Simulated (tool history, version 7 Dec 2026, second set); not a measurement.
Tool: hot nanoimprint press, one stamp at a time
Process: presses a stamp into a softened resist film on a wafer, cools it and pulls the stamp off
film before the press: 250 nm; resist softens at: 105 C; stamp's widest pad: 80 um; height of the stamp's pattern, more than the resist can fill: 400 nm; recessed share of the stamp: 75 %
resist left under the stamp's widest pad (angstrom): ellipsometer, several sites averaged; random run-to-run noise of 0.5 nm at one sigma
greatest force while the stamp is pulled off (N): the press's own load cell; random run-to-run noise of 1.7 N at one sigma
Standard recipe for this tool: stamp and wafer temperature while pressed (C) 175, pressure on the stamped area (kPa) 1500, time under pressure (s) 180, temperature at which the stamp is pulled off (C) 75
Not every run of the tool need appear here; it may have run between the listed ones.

run	hour	stamp and wafer temperature while pressed (C)	pressure on the stamped area (kPa)	time under pressure (s)	temperature at which the stamp is pulled off (C)	resist left under the stamp's widest pad (angstrom)	greatest force while the stamp is pulled off (N)
1	0.0	175	1500	180	75	1218	234
2	5.3	175	1500	180	75	1219	235
3	12.4	175	1500	180	75	1220	231
4	17.6	175	1500	180	75	1216	234
5	26.4	184	1500	180	75	791	233
6	35.6	184	1500	180	75	795	230
7	40.5	175	1500	180	77	1228	220
8	45.4	175	1500	180	77	1231	222
9	50.6	175	1500	180	77	1223	219
# hour 57.9: stamp cleaned and given a new release coat
10	66.2	175	1500	180	77	1229	221
11	70.8	175	1500	180	77	1236	219
12	78.7	175	1500	180	77	1232	217
13	84.7	175	1270	180	77	1335	218
14	94.1	175	2030	180	82	1073	188
15	100.9	175	2030	180	82	1078	190
16	106.6	167	2030	320	82	1328	187
17	111.9	165	2380	320	81	1390	193
18	121.0	175	1990	180	77	1089	220
19	128.0	166	1130	157	77	2050	219
# hour 134.3: gauge calibrated
20	135.3	166	1250	157	77	1936	218
21	139.1	166	1250	157	77	1936	220
22	144.8	166	1250	157	77	1947	219
23	152.7	180	1230	191	66	1031	291

The logged runs with the hidden state left out (each run's random variation unchanged):
The tool's hidden condition here consists of: true temperature over the reading, C; pressure that arrives at the usual setting, %; grip of the stamp's worn release coat, % over a new coat's; drift of the gauge itself on residual_nm, %; drift of the gauge itself on pull_off_n, %.
run	resist left under the stamp's widest pad (angstrom)
1	1217
2	1216
3	1215
4	1210
5	786
6	789
7	1216
8	1218
9	1210
10	1213
11	1219
12	1213
13	1314
14	1053
15	1057
16	1300
17	1360
18	1063
19	2000
20	1934
21	1933
22	1941
23	1026
greatest force while the stamp is pulled off (N): at most 1 away from the measurement, every run.

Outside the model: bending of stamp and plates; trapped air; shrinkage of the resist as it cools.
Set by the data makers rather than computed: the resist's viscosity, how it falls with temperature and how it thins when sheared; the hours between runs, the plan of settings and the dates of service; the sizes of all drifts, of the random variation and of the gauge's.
